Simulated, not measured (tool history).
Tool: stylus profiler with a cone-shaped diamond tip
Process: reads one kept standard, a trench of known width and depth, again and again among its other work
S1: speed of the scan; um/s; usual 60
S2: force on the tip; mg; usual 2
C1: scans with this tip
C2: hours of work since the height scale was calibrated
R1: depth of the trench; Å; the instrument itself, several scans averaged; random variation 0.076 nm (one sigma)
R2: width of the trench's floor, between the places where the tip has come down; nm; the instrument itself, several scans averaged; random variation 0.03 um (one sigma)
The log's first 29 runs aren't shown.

| run | hour | S1 | S2 | C1 | C2 | R1 | R2 |
|---|---|---|---|---|---|---|---|
| 30 | 371.7 | 59 | 3.29 | 5673 | 52 | 2036.4 | 27650 |
| 31 | 386.3 | 109 | 0.84 | 5774 | 61 | 2014.5 | 27250 |
| 32 | 395.2 | 20 | 0.73 | 5835 | 66 | 2015.6 | 27650 |
| 33 | 408.3 | 192 | 1.56 | 5926 | 74 | 2020.8 | 27160 |
| 34 | 420.8 | 20 | 4.12 | 6012 | 81 | 2042.4 | 27730 |
| 35 | 430.2 | 20 | 4.12 | 6077 | 86 | 2043.1 | 27700 |
| 36 | 439.2 | 22 | 1.03 | 6139 | 92 | 2017.6 | 27610 |
| 37 | 449.9 | 22 | 1.03 | 6213 | 98 | 2015.2 | 27640 |
| 38 | 462.9 | 219 | 1.03 | 6302 | 106 | 2015.8 | 26890 |
| 39 | 471.7 | 219 | 1.03 | 6363 | 111 | 2016.9 | 26870 |
| 40 | 486.9 | 224 | 0.86 | 6468 | 120 | 2015.3 | 26780 |
| 41 | 495.9 | 234 | 0.71 | 6530 | 125 | 2014.6 | 26630 |
| 42 | 512.8 | 18 | 2.83 | 6647 | 135 | 2032.8 | 27710 |
| 43 | 521.3 | 18 | 2.83 | 6705 | 140 | 2033.2 | 27720 |
| 44 | 538.2 | 40 | 3.83 | 6822 | 150 | 2038.7 | 27690 |
| 45 | 550.9 | 40 | 3.83 | 6909 | 157 | 2040.6 | 27650 |
| 46 | 558.1 | 96 | 2 | 6960 | 161 | 2026.5 | 27430 |

4 ways to go on from here, each from the tool as it stands after run 46. What would each give?
| A | 565.6 | 36 | 2 | 7011 | 166 | ? | ? |
| B | 565.6 | 24 | 5.79 | 7011 | 166 | ? | ? |
| C | 565.6 | 28 | 2 | 7011 | 166 | ? | ? |
| D | 565.6 | 31 | 2.28 | 7011 | 166 | ? | ? |

| run | R1 | R2 |
|---|---|---|
| A | 2026.6 | 27570 |
| B | 2053.2 | 27640 |
| C | 2027.3 | 27590 |
| D | 2028 | 27600 |
Without the tool's hidden state the same runs would have given:
| run | R1 | R2 |
|---|---|---|
| A | 2026 | 27890 |
| B | 2052.6 | 27960 |
| C | 2026.7 | 27910 |
| D | 2027.3 | 27910 |
